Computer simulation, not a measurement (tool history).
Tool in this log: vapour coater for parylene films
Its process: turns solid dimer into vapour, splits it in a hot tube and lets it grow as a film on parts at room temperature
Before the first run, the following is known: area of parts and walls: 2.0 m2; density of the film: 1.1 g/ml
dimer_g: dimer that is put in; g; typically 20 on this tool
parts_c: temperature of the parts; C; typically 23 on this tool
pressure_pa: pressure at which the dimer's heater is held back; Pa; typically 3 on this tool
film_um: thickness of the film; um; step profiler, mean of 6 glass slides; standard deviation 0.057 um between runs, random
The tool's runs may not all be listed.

{"run": 1, "hour": 0.0, "dimer_g": 20, "parts_c": 23, "pressure_pa": 3, "film_um": 6.54}
{"run": 2, "hour": 38.3, "dimer_g": 20, "parts_c": 23, "pressure_pa": 3, "film_um": 6.39}
{"run": 3, "hour": 62.2, "dimer_g": 20, "parts_c": 23, "pressure_pa": 3, "film_um": 6.37}
{"run": 4, "hour": 86.2, "dimer_g": 20, "parts_c": 23, "pressure_pa": 3, "film_um": 6.37}
{"run": 5, "hour": 131.5, "dimer_g": 20, "parts_c": 23, "pressure_pa": 3, "film_um": 6.32}
{"hour": 179.2, "done": "table's thermometer calibrated"}
{"run": 6, "hour": 180.7, "dimer_g": 20, "parts_c": 23, "pressure_pa": 3, "film_um": 6.04}
{"run": 7, "hour": 213.1, "dimer_g": 20, "parts_c": 23, "pressure_pa": 3, "film_um": 6.05}
{"run": 8, "hour": 249.5, "dimer_g": 20, "parts_c": 23, "pressure_pa": 6.19, "film_um": 5.32}
{"run": 9, "hour": 273.4, "dimer_g": 20, "parts_c": 23, "pressure_pa": 6.19, "film_um": 5.24}
{"run": 10, "hour": 312.1, "dimer_g": 20, "parts_c": 35, "pressure_pa": 3, "film_um": 3.74}
{"run": 11, "hour": 340.8, "dimer_g": 20, "parts_c": 23, "pressure_pa": 3, "film_um": 5.84}
{"hour": 348.4, "done": "trap's valve overhauled"}
{"run": 12, "hour": 373.6, "dimer_g": 20, "parts_c": 23, "pressure_pa": 3, "film_um": 5.39}
{"run": 13, "hour": 396.6, "dimer_g": 20, "parts_c": 23, "pressure_pa": 5.55, "film_um": 4.88}
{"run": 14, "hour": 418.9, "dimer_g": 15, "parts_c": 32, "pressure_pa": 3, "film_um": 2.85}
{"run": 15, "hour": 455.3, "dimer_g": 8, "parts_c": 19, "pressure_pa": 3, "film_um": 2.5}
{"run": 16, "hour": 502.8, "dimer_g": 25, "parts_c": 32, "pressure_pa": 4.89, "film_um": 4.35}
{"run": 17, "hour": 547.6, "dimer_g": 20, "parts_c": 20, "pressure_pa": 3, "film_um": 6.04}
{"run": 18, "hour": 579.1, "dimer_g": 25, "parts_c": 22, "pressure_pa": 11.72, "film_um": 5.45}
{"hour": 611.4, "done": "trap's valve overhauled, once more"}
{"run": 19, "hour": 631.2, "dimer_g": 13, "parts_c": 17, "pressure_pa": 9.59, "film_um": 4.53}
{"run": 20, "hour": 676.0, "dimer_g": 17, "parts_c": 15, "pressure_pa": 3, "film_um": 7.48}
{"run": 21, "hour": 697.4, "dimer_g": 24, "parts_c": 17, "pressure_pa": 2.04, "film_um": 10.38}
{"run": 22, "hour": 725.0, "dimer_g": 25, "parts_c": 25, "pressure_pa": 3, "film_um": 7.67}
{"run": 23, "hour": 745.9, "dimer_g": 15, "parts_c": 15, "pressure_pa": 7.38, "film_um": 5.74}
{"run": 24, "hour": 790.9, "dimer_g": 21, "parts_c": 16, "pressure_pa": 11.83, "film_um": 7.22}
{"run": 25, "hour": 812.9, "dimer_g": 21, "parts_c": 16, "pressure_pa": 11.83, "film_um": 7.13}

Each row is a separate what-if for the run after 25, all from the same tool condition, not one after another. Results?
{"run": "A", "hour": 838.5, "dimer_g": 20, "parts_c": 23, "pressure_pa": 2.39, "film_um": "?"}
{"run": "B", "hour": 838.5, "dimer_g": 21, "parts_c": 22, "pressure_pa": 11.83, "film_um": "?"}
{"run": "C", "hour": 838.5, "dimer_g": 23, "parts_c": 17, "pressure_pa": 2.02, "film_um": "?"}
{"run": "D", "hour": 838.5, "dimer_g": 18, "parts_c": 22, "pressure_pa": 2.25, "film_um": "?"}

run=A film_um=6.7
run=B film_um=5.68
run=C film_um=9.72
run=D film_um=6.31
Had the tool no hidden state, the same runs would have come out as:
run=A film_um=6.94
run=B film_um=5.88
run=C film_um=10.17
run=D film_um=6.53
